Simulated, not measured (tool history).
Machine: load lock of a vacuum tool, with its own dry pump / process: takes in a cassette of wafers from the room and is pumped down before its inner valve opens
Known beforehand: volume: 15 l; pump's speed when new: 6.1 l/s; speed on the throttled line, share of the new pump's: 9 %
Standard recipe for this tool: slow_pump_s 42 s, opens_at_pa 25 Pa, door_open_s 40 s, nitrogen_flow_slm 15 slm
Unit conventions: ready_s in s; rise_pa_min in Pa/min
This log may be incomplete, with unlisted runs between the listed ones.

run	hour	slow_pump_s	opens_at_pa	door_open_s	nitrogen_flow_slm	incoming humidity of the room's air, %	ready_s	rise_pa_min
1	0	42	25	40	15	44.2	59.8	0.088
2	87.1	42	25	40	15	45.8	59.5	0.096
3	212.8	42	25	40	15	44.4	60.2	0.09
4	365	42	25	40	15	44.3	59.6	0.091
5	531	42	25	40	15	45.1	60.3	0.1
6	620.1	42	25	40	15	45.3	60.4	0.099
7	695.5	42	29	40	15	46.7	60.2	0.102
8	777.5	42	29	40	15	46.3	60	0.099
9	949.2	42	29	40	15	44	60.2	0.112
10	1088.6	42	29	40	15	44	59.3	0.1
11	1238.8	42	25	40	15	45.6	60.2	0.103
12	1373.3	45	25	40	15	46.9	62.8	0.116
13	1479.4	45	25	40	15	44.2	62.8	0.11
14	1585.2	45	25	40	15	45.5	62.7	0.114
15	1670.1	45	25	40	15	43.5	62.7	0.112
16	1770.5	42	25	40	15	44.4	60.7	0.122
17	1849.5	42	25	40	15	44.9	59.8	0.12
18	2004.1	42	25	40	12	46.8	60.7	0.124
19	2118.5	42	25	40	12	45.3	59.6	0.125
20	2257.3	50	21	95	11	46.9	67.8	0.166
21	2418	69	31	223	15	46.5	85.1	0.219
22	2556.8	59	25	161	17	47.9	76.2	0.187
23	2694.6	59	25	161	17	43.6	76	0.173
24	2818.6	59	25	157	43	44.6	76.2	0.147
25	2917	46	37	163	4	47.3	63.3	0.256
26	3008.5	46	37	52	4	46.3	63	0.164
27	3186.2	30	32	52	7	47.1	49.2	0.157

Predict the results of run 28:
28	3319.1	30	27	172	7	44.1	?	?

{"run 28": {"ready_s": 50, "rise_pa_min": 0.233}}
On a tool with no hidden condition, and with the same random variation, this run would have come out at ready_s 48.2 s, rise_pa_min 0.132 Pa/min.
